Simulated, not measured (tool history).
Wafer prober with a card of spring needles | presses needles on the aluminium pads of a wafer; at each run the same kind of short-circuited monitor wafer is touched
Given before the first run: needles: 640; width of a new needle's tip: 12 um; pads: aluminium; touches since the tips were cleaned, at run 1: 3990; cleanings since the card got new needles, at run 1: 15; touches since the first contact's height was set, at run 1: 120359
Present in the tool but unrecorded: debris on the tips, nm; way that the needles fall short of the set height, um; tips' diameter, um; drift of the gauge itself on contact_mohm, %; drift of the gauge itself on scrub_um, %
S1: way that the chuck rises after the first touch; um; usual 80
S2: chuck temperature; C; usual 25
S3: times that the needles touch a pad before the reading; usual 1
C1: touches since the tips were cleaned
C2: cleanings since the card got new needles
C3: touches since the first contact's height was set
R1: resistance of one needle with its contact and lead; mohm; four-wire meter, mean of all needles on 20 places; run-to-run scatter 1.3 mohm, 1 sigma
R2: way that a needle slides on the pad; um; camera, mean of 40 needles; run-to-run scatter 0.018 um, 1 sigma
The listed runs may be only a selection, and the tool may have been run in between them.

Run 1, day 0.000: usual settings; C1 3990; C2 15; C3 120359. Result: R1 113 mohm, R2 12.70 um.
At day 0.233: tips cleaned on abrasive film.
At day 0.692: tips cleaned on abrasive film.
At day 1.154: tips cleaned on abrasive film.
At day 1.508: height of the first contact set anew.
At day 1.742: tips cleaned on abrasive film.
At day 2.317: tips cleaned on abrasive film.
At day 2.888: tips cleaned on abrasive film.
At day 3.350: tips cleaned on abrasive film.
Run 2, day 3.375: usual settings; C1 362; C2 22; C3 26981. Result: R1 112 mohm, R2 12.70 um.
At day 3.833: tips cleaned on abrasive film.
At day 4.408: tips cleaned on abrasive film.
At day 4.983: tips cleaned on abrasive film.
At day 5.558: tips cleaned on abrasive film.
At day 6.133: tips cleaned on abrasive film.
Run 3, day 6.304: usual settings; C1 2483; C2 27; C3 69392. Result: R1 110 mohm, R2 12.69 um.
At day 6.650: tips cleaned on abrasive film.
At day 7.112: tips cleaned on abrasive film.
At day 7.683: tips cleaned on abrasive film.
Run 4, day 8.079: usual settings but S1 97 um; C1 5734; C2 30; C3 95089. Result: R1 108 mohm, R2 15.40 um.
At day 8.196: tips cleaned on abrasive film.
At day 8.771: tips cleaned on abrasive film.
At day 9.346: tips cleaned on abrasive film.
At day 9.921: tips cleaned on abrasive film.
At day 10.379: tips cleaned on abrasive film.
At day 10.917: tips cleaned on abrasive film.
Run 5, day 10.917: usual settings but S1 97 um, S2 70 C; C1 0; C2 36; C3 136149. Result: R1 116 mohm, R2 15.43 um.
At day 11.388: height of the first contact set anew.
At day 11.504: tips cleaned on abrasive film.
At day 11.967: tips cleaned on abrasive film.
At day 12.542: tips cleaned on abrasive film.
At day 13.117: tips cleaned on abrasive film.
At day 13.692: tips cleaned on abrasive film.
Run 6, day 13.788: usual settings but S2 32 C; C1 1452; C2 41; C3 34725. Result: R1 113 mohm, R2 12.73 um.
At day 14.250: tips cleaned on abrasive film.
At day 14.825: tips cleaned on abrasive film.
At day 15.400: tips cleaned on abrasive film.
At day 15.975: tips cleaned on abrasive film.
At day 16.550: tips cleaned on abrasive film.
At day 17.121: tips cleaned on abrasive film.
At day 17.583: tips cleaned on abrasive film.
Run 7, day 17.625: usual settings but S2 32 C; C1 623; C2 48; C3 90247. Result: R1 112 mohm, R2 12.70 um.
At day 18.088: tips cleaned on abrasive film.
At day 18.662: tips cleaned on abrasive film.
At day 19.233: tips cleaned on abrasive film.
Run 8, day 19.575: usual settings but S2 32 C; C1 4981; C2 51; C3 118519. Result: R1 112 mohm, R2 12.74 um.
At day 19.808: tips cleaned on abrasive film.
At day 20.271: tips cleaned on abrasive film.
At day 20.729: tips cleaned on abrasive film.
At day 21.200: height of the first contact set anew.
At day 21.317: tips cleaned on abrasive film.
At day 21.892: tips cleaned on abrasive film.
At day 22.467: tips cleaned on abrasive film.
At day 22.983: tips cleaned on abrasive film.
Run 9, day 22.983: usual settings; C1 0; C2 58; C3 25779. Result: R1 111 mohm, R2 12.74 um.
At day 23.558: tips cleaned on abrasive film.
At day 24.133: tips cleaned on abrasive film.
At day 24.592: tips cleaned on abrasive film.
At day 25.167: tips cleaned on abrasive film.
At day 25.742: tips cleaned on abrasive film.
Run 10, day 26.096: usual settings; C1 5154; C2 63; C3 70859. Result: R1 114 mohm, R2 12.77 um.
At day 26.212: tips cleaned on abrasive film.
At day 26.675: tips cleaned on abrasive film.
At day 27.250: tips cleaned on abrasive film.
At day 27.821: tips cleaned on abrasive film.
At day 28.283: tips cleaned on abrasive film.
At day 28.858: tips cleaned on abrasive film.
At day 29.433: tips cleaned on abrasive film.
Run 11, day 29.708: usual settings; C1 4010; C2 70; C3 123112. Result: R1 110 mohm, R2 12.80 um.
At day 29.942: tips cleaned on abrasive film.
At day 30.400: tips cleaned on abrasive film.
At day 30.975: tips cleaned on abrasive film.
At day 31.100: height of the first contact set anew.
At day 31.446: tips cleaned on abrasive film.
At day 32.021: tips cleaned on abrasive film.
Run 12, day 32.367: usual settings but S1 60 um, S2 33 C; C1 5016; C2 75; C3 18324. Result: R1 117 mohm, R2 9.58 um.
At day 32.483: tips cleaned on abrasive film.
At day 32.946: tips cleaned on abrasive film.
At day 33.521: tips cleaned on abrasive film.
At day 33.979: tips cleaned on abrasive film.
At day 34.554: tips cleaned on abrasive film.
At day 35.129: tips cleaned on abrasive film.
At day 35.704: tips cleaned on abrasive film.
Run 13, day 35.817: usual settings but S1 94 um, S2 66 C, S3 2; C1 1660; C2 82; C3 68242. Result: R1 117 mohm, R2 15.04 um.
At day 36.279: tips cleaned on abrasive film.
At day 36.854: tips cleaned on abrasive film.
At day 37.429: tips cleaned on abrasive film.
At day 38.004: tips cleaned on abrasive film.
At day 38.575: tips cleaned on abrasive film.
At day 39.104: tips cleaned on abrasive film.
Run 14, day 39.104: usual settings but S1 65 um, S2 44 C, S3 3; C1 0; C2 88; C3 115777. Result: R1 115 mohm, R2 10.38 um.
At day 39.679: tips cleaned on abrasive film.
At day 40.250: tips cleaned on abrasive film.
At day 40.712: tips cleaned on abrasive film.
At day 40.954: height of the first contact set anew.
At day 41.300: tips cleaned on abrasive film.
Run 15, day 41.642: usual settings but S1 65 um, S2 44 C, S3 3; C1 4986; C2 92; C3 9978. Result: R1 118 mohm, R2 10.40 um.
At day 41.875: tips cleaned on abrasive film.
At day 42.450: tips cleaned on abrasive film.
At day 43.021: tips cleaned on abrasive film.
At day 43.596: tips cleaned on abrasive film.
At day 44.058: tips cleaned on abrasive film.
At day 44.633: tips cleaned on abrasive film.
At day 45.092: tips cleaned on abrasive film.
At day 45.667: tips cleaned on abrasive film.
Run 16, day 45.688: usual settings but S1 94 um, S3 2; C1 308; C2 100; C3 68512. Result: R1 109 mohm, R2 15.05 um.
At day 46.150: tips cleaned on abrasive film.
At day 46.725: tips cleaned on abrasive film.
At day 47.183: tips cleaned on abrasive film.
At day 47.758: tips cleaned on abrasive film.
At day 48.217: tips cleaned on abrasive film.
At day 48.679: tips cleaned on abrasive film.
At day 49.254: tips cleaned on abrasive film.
Run 17, day 49.604: usual settings but S1 86 um, S2 66 C; C1 5100; C2 107; C3 125185. Result: R1 116 mohm, R2 13.79 um.
At day 49.721: tips cleaned on abrasive film.
At day 50.296: tips cleaned on abrasive film.
At day 50.758: tips cleaned on abrasive film.
At day 50.771: height of the first contact set anew.
At day 51.346: tips cleaned on abrasive film.
At day 51.917: tips cleaned on abrasive film.
Run 18, day 52.325: usual settings but S1 71 um, S3 2; C1 5910; C2 112; C3 22546. Result: R1 113 mohm, R2 11.39 um.
At day 52.442: tips cleaned on abrasive film.
At day 52.904: tips cleaned on abrasive film.
At day 53.479: tips cleaned on abrasive film.
At day 54.050: tips cleaned on abrasive film.
Run 19, day 54.079: usual settings but S1 90 um; C1 415; C2 116; C3 47915. Result: R1 111 mohm, R2 14.43 um.
At day 54.542: tips cleaned on abrasive film.
At day 55.117: tips cleaned on abrasive film.
At day 55.692: tips cleaned on abrasive film.
At day 56.262: tips cleaned on abrasive film.
Run 20, day 56.596: usual settings but S1 98 um; C1 4858; C2 120; C3 84383. Result: R1 112 mohm, R2 15.70 um.
At day 56.829: tips cleaned on abrasive film.
At day 57.292: tips cleaned on abrasive film.
At day 57.867: tips cleaned on abrasive film.
At day 58.325: tips cleaned on abrasive film.
At day 58.900: tips cleaned on abrasive film.
At day 59.475: tips cleaned on abrasive film.
At day 60.017: tips cleaned on abrasive film.
Run 21, day 60.017: usual settings but S1 71 um, S2 45 C, S3 3; C1 0; C2 127; C3 133812. Result: R1 114 mohm, R2 11.40 um.
At day 60.592: tips cleaned on abrasive film.
At day 60.604: height of the first contact set anew.
At day 61.062: tips cleaned on abrasive film.
At day 61.525: tips cleaned on abrasive film.
At day 62.100: tips cleaned on abrasive film.
At day 62.558: tips cleaned on abrasive film.
At day 63.133: tips cleaned on abrasive film.
Run 22, day 63.192: usual settings but S1 76 um, S2 116 C, S3 2; C1 822; C2 133; C3 37422. Result: R1 124 mohm, R2 12.19 um.

Had the tool no unlogged condition, and each run kept its random variation, what would the results have been?
run     R2
  1  12.70
  2  12.69
  3  12.68
  4  15.38
  5  15.39
  6  12.70
  7  12.66
  8  12.70
  9  12.68
 10  12.70
 11  12.73
 12   9.52
 13  14.94
 14  10.30
 15  10.32
 16  14.92
 17  13.66
 18  11.28
 19  14.29
 20  15.53
 21  11.27
 22  12.04
R1: within 1 mohm of the measured result in every run.
